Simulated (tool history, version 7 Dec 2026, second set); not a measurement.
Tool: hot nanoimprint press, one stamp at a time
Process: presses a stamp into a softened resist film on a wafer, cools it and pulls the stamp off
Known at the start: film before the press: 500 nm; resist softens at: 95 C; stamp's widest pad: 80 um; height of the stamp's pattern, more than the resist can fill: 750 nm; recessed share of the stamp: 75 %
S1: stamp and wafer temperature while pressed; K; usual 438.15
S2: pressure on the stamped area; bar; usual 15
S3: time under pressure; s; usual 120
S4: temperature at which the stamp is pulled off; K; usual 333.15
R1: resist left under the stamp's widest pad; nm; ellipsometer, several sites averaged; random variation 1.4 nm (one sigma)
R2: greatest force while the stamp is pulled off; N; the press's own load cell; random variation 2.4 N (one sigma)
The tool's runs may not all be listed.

{"run": 1, "hour": 0.0, "S1": 438.15, "S2": 15, "S3": 120, "S4": 333.15, "R1": 275.1, "R2": 111}
{"run": 2, "hour": 18.8, "S1": 438.15, "S2": 15, "S3": 120, "S4": 333.15, "R1": 277.1, "R2": 118}
{"run": 3, "hour": 40.0, "S1": 438.15, "S2": 15, "S3": 120, "S4": 333.15, "R1": 273.2, "R2": 115}
{"run": 4, "hour": 53.6, "S1": 438.15, "S2": 15, "S3": 120, "S4": 333.15, "R1": 277.6, "R2": 117}
{"run": 5, "hour": 68.8, "S1": 438.15, "S2": 15, "S3": 120, "S4": 333.15, "R1": 273, "R2": 116}
{"run": 6, "hour": 86.1, "S1": 438.15, "S2": 15, "S3": 120, "S4": 332.15, "R1": 273.7, "R2": 119}
{"run": 7, "hour": 106.6, "S1": 438.15, "S2": 15, "S3": 120, "S4": 332.15, "R1": 275.7, "R2": 121}
{"run": 8, "hour": 119.1, "S1": 438.15, "S2": 15, "S3": 120, "S4": 332.15, "R1": 274.4, "R2": 122}
{"run": 9, "hour": 133.6, "S1": 438.15, "S2": 15, "S3": 120, "S4": 332.15, "R1": 273.1, "R2": 120}
{"run": 10, "hour": 157.2, "S1": 438.15, "S2": 15, "S3": 120, "S4": 332.15, "R1": 273.6, "R2": 126}
{"run": 11, "hour": 180.0, "S1": 438.15, "S2": 15, "S3": 199, "S4": 333.15, "R1": 229.4, "R2": 124}
{"run": 12, "hour": 194.3, "S1": 438.15, "S2": 15, "S3": 199, "S4": 333.15, "R1": 230.4, "R2": 128}
{"run": 13, "hour": 218.3, "S1": 438.15, "S2": 13.5, "S3": 199, "S4": 333.15, "R1": 243.4, "R2": 125}
{"run": 14, "hour": 230.6, "S1": 437.15, "S2": 15, "S3": 120, "S4": 333.15, "R1": 284.4, "R2": 129}
{"run": 15, "hour": 247.6, "S1": 437.15, "S2": 15, "S3": 120, "S4": 333.15, "R1": 284.6, "R2": 124}
{"run": 16, "hour": 264.3, "S1": 438.15, "S2": 9.6, "S3": 135, "S4": 333.15, "R1": 313.7, "R2": 127}

The next listed run, before its measurement:
{"run": 17, "hour": 281.7, "S1": 427.15, "S2": 21.9, "S3": 151, "S4": 324.15, "R1": "?", "R2": "?"}

Run 17 gave R1 337.8 nm, R2 142 N.
Without the tool's hidden state the same run would have given R1 357.5 nm, R2 117 N.
